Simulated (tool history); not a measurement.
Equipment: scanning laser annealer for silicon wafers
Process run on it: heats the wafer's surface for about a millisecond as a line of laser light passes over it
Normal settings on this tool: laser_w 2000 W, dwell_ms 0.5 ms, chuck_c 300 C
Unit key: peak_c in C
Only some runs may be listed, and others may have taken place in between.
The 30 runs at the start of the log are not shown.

run   hour  laser_w  dwell_ms  chuck_c  hours of work since the window was cleaned  hours of work since the power meter was calibrated  hours of work since the optics were aligned  peak_c
 31  732.5     1967     0.458      273                                         279                                                1281                                         1430     992
 32    764     1967     0.458      273                                         300                                                1302                                         1451     995
 33  795.8     1859     0.619      327                                         322                                                1323                                         1472    1103
 34  817.4     2178     0.595      323                                         336                                                1337                                         1487    1245
     826.3  -- window over the wafer cleaned
 35  843.9     2178     0.595      323                                          12                                                1354                                         1503    1267
 36  858.2     2161     0.595      295                                          21                                                1363                                         1513    1231
 37  885.3     1731       0.5      300                                          39                                                1381                                         1531     953
 38  906.6     2000     0.425      338                                          54                                                1396                                         1545    1060
 39  927.2     1854     0.569      268                                          68                                                1410                                         1559    1023
 40  947.5     1854     0.569      268                                          81                                                1423                                         1573    1023

Consider 5 possible next runs. They are alternatives, not a sequence: every one starts from the tool as it was left by run 40. What does each give?
  A  965.5     1859       0.5      300                                          93                                                1435                                         1585       ?
  B  965.5     2000     0.553      300                                          93                                                1435                                         1585       ?
  C  965.5     2000       0.5      267                                          93                                                1435                                         1585       ?
  D  965.5     1854     0.446      268                                          93                                                1435                                         1585       ?
  E  965.5     1785     0.569      329                                          93                                                1435                                         1585       ?

run  peak_c
  A    1011
  B    1116
  C    1042
  D     938
  E    1051
Had the tool no hidden state, the same runs would have come out as:
run  peak_c
  A    1034
  B    1142
  C    1067
  D     959
  E    1074
